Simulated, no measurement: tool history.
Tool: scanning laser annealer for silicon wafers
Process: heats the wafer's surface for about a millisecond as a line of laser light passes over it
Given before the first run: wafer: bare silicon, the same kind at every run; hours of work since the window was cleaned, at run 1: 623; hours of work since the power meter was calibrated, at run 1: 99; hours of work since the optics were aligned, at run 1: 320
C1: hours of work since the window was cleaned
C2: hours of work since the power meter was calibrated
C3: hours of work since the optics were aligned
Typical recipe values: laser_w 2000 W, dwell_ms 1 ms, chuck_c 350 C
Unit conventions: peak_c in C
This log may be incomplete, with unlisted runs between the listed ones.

run 1 hour=0 | laser_w=2000 dwell_ms=1 chuck_c=350 | C1=623 C2=99 C3=320 | peak_c=1151
run 2 hour=12.6 | laser_w=2000 dwell_ms=1 chuck_c=350 | C1=629 C2=106 C3=327 | peak_c=1154
run 3 hour=26.4 | laser_w=2000 dwell_ms=1 chuck_c=350 | C1=636 C2=113 C3=334 | peak_c=1153
run 4 hour=34.4 | laser_w=2000 dwell_ms=1 chuck_c=350 | C1=640 C2=117 C3=338 | peak_c=1155
run 5 hour=50.2 | laser_w=2000 dwell_ms=1 chuck_c=388 | C1=648 C2=125 C3=345 | peak_c=1189
run 6 hour=64.8 | laser_w=2000 dwell_ms=1 chuck_c=388 | C1=655 C2=132 C3=353 | peak_c=1189
run 7 hour=75.7 | laser_w=2000 dwell_ms=1 chuck_c=388 | C1=660 C2=137 C3=358 | peak_c=1189
run 8 hour=85.6 | laser_w=2000 dwell_ms=1 chuck_c=388 | C1=665 C2=142 C3=363 | peak_c=1189
-- hour=88.3 window over the wafer cleaned
run 9 hour=99.8 | laser_w=2000 dwell_ms=1 chuck_c=388 | C1=6 C2=148 C3=369 | peak_c=1179
run 10 hour=114.3 | laser_w=2000 dwell_ms=1 chuck_c=388 | C1=13 C2=156 C3=377 | peak_c=1179
run 11 hour=121.9 | laser_w=2000 dwell_ms=1 chuck_c=350 | C1=17 C2=159 C3=380 | peak_c=1137
run 12 hour=132.2 | laser_w=2000 dwell_ms=1 chuck_c=350 | C1=22 C2=165 C3=385 | peak_c=1137
run 13 hour=144.8 | laser_w=2000 dwell_ms=1 chuck_c=350 | C1=28 C2=171 C3=392 | peak_c=1141
run 14 hour=156.6 | laser_w=2000 dwell_ms=1 chuck_c=350 | C1=34 C2=177 C3=398 | peak_c=1139
run 15 hour=170.1 | laser_w=1783 dwell_ms=1.24 chuck_c=366 | C1=41 C2=184 C3=404 | peak_c=1152
run 16 hour=181.7 | laser_w=1783 dwell_ms=1.24 chuck_c=366 | C1=47 C2=189 C3=410 | peak_c=1145
-- hour=186.9 window over the wafer cleaned, once more
run 17 hour=195.9 | laser_w=2027 dwell_ms=0.93 chuck_c=350 | C1=5 C2=195 C3=416 | peak_c=1170
run 18 hour=209.8 | laser_w=2068 dwell_ms=1.06 chuck_c=330 | C1=11 C2=202 C3=423 | peak_c=1228
run 19 hour=226.4 | laser_w=2068 dwell_ms=1.06 chuck_c=330 | C1=20 C2=211 C3=432 | peak_c=1231
run 20 hour=237.4 | laser_w=2000 dwell_ms=1.06 chuck_c=350 | C1=25 C2=216 C3=437 | peak_c=1217
run 21 hour=249.5 | laser_w=1952 dwell_ms=0.9 chuck_c=312 | C1=31 C2=222 C3=443 | peak_c=1083
run 22 hour=256.7 | laser_w=1952 dwell_ms=0.9 chuck_c=312 | C1=35 C2=226 C3=447 | peak_c=1081
run 23 hour=271.5 | laser_w=1952 dwell_ms=0.9 chuck_c=312 | C1=42 C2=233 C3=454 | peak_c=1081
run 24 hour=282.2 | laser_w=1928 dwell_ms=1.03 chuck_c=312 | C1=48 C2=239 C3=459 | peak_c=1127
run 25 hour=299 | laser_w=1971 dwell_ms=1 chuck_c=319 | C1=56 C2=247 C3=468 | peak_c=1141
run 26 hour=306.1 | laser_w=1916 dwell_ms=1.01 chuck_c=350 | C1=60 C2=251 C3=471 | peak_c=1153

How the hidden state differs across the entries between the runs, from the last listed run before each to the first after it:
In the gap between runs 8 and 9: window over the wafer cleaned (hour 88.3)
  light that passes the window, % of a clean one's: 95.56 -> 94.37; width of the line over the set one, %: 0.9 -> 0.91
  difference, measured minus the result without the unlogged condition, peak_c: -47 -> -57 C
In the gap between runs 16 and 17: window over the wafer cleaned, once more (hour 186.9)
  light that passes the window, % of a clean one's: 94.12 -> 99.9; width of the line over the set one, %: 1 -> 1.02
  difference, measured minus the result without the unlogged condition, peak_c: -60 -> -6 C
